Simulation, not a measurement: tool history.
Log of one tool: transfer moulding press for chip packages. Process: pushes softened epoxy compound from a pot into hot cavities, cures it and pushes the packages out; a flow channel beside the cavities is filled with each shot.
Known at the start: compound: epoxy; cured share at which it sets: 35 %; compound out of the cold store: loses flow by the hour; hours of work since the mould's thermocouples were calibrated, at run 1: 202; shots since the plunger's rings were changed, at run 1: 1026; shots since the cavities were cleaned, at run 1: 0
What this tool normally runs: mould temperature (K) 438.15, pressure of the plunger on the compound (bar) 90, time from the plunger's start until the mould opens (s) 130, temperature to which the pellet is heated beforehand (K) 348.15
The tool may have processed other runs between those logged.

run	hour	mould temperature (K)	pressure of the plunger on the compound (bar)	time from the plunger's start until the mould opens (s)	temperature to which the pellet is heated beforehand (K)	hours of work since the mould's thermocouples were calibrated	shots since the plunger's rings were changed	shots since the cavities were cleaned	incoming compound's hours out of the cold store	length that the compound runs in the flow channel (mm)	greatest force on the pins that push the packages out (N)
1	0	438.15	90	130	348.15	202	1026	0	20.7	557	277
2	13.7	438.15	90	130	348.15	212	1160	134	37.6	522	323
3	33.4	438.15	79.6	130	348.15	226	1351	325	37.8	486	407
4	48.4	438.15	79.6	130	348.15	236	1498	472	23	521	447
5	61.5	438.15	79.6	130	348.15	246	1625	599	33.1	504	467
6	69.6	438.15	79.6	130	348.15	252	1704	678	16.9	537	480
7	85.4	438.15	90	130	348.15	263	1858	832	41.4	501	494
# hour 93.5: cavities cleaned with cleaning compound and waxed
8	97.2	438.15	90	130	348.15	270	1959	36	43.8	506	609
9	111.9	438.15	90	130	348.15	281	2102	179	15.3	563	614
10	124.7	432.15	90	130	348.15	290	2227	304	35.1	540	967
11	140.8	432.15	90	130	348.15	301	2384	461	42	522	948
# hour 154.8: cavities cleaned with cleaning compound and waxed, once more
12	158.5	432.15	90	130	348.15	313	2541	35	47.4	504	416
13	176.7	432.15	90	130	348.15	326	2719	213	35.4	535	547
14	190.3	438.15	73.1	130	348.15	336	2852	346	15.5	507	394
15	200.7	438.15	73.1	148	348.15	343	2954	448	33.4	466	360
16	216.8	438.15	73.1	156	355.15	355	3110	604	34.3	463	370
17	235.5	431.15	85.8	156	355.15	368	3293	787	43.3	493	557
18	244.9	430.15	103.6	130	348.15	375	3384	878	29.6	581	956
# hour 248: cavities cleaned with cleaning compound and waxed
19	265.8	437.15	90	114	356.15	389	3574	174	10.8	567	493
20	285.6	438.15	90	111	348.15	403	3767	367	9.7	565	600
21	304.5	438.15	70.2	116	348.15	416	3950	550	12.9	495	571
22	317.4	438.15	90	130	348.15	426	4077	677	22.3	532	482
23	326	438.15	90	165	348.15	432	4160	760	22.5	533	383
24	336.1	439.15	80.6	132	350.15	439	4259	859	10.8	533	466
# hour 341.4: cavities cleaned with cleaning compound and waxed
25	347.8	438.15	68.8	130	348.15	446	4358	62	25.2	460	292
# hour 357.2: plunger's sealing rings changed
26	367	438.15	90	163	348.15	458	95	225	37	526	282
27	382.2	438.15	105.9	137	344.15	469	244	374	34.2	577	362
28	401.7	442.15	105.9	137	340.15	483	433	563	15.7	617	357

5 options for the next run, each taken on its own from the tool as it stands now. Forecast them:
A	410.5	442.15	76.5	137	347.15	489	519	649	10	?	?
B	410.5	442.15	90.4	135	344.15	489	519	649	33.3	?	?
C	410.5	438.15	85.8	130	348.15	489	519	649	25.2	?	?
D	410.5	432.15	90	130	348.15	489	519	649	31.6	?	?
E	410.5	438.15	90	136	344.15	489	519	649	47	?	?

run	length that the compound runs in the flow channel (mm)	greatest force on the pins that push the packages out (N)
A	538	386
B	525	371
C	544	467
D	556	703
E	500	422
The same runs, with their run-to-run variation unchanged, on a tool lacking any hidden condition would have given:
run	length that the compound runs in the flow channel (mm)	greatest force on the pins that push the packages out (N)
A	546	224
B	533	213
C	553	280
D	565	438
E	508	249

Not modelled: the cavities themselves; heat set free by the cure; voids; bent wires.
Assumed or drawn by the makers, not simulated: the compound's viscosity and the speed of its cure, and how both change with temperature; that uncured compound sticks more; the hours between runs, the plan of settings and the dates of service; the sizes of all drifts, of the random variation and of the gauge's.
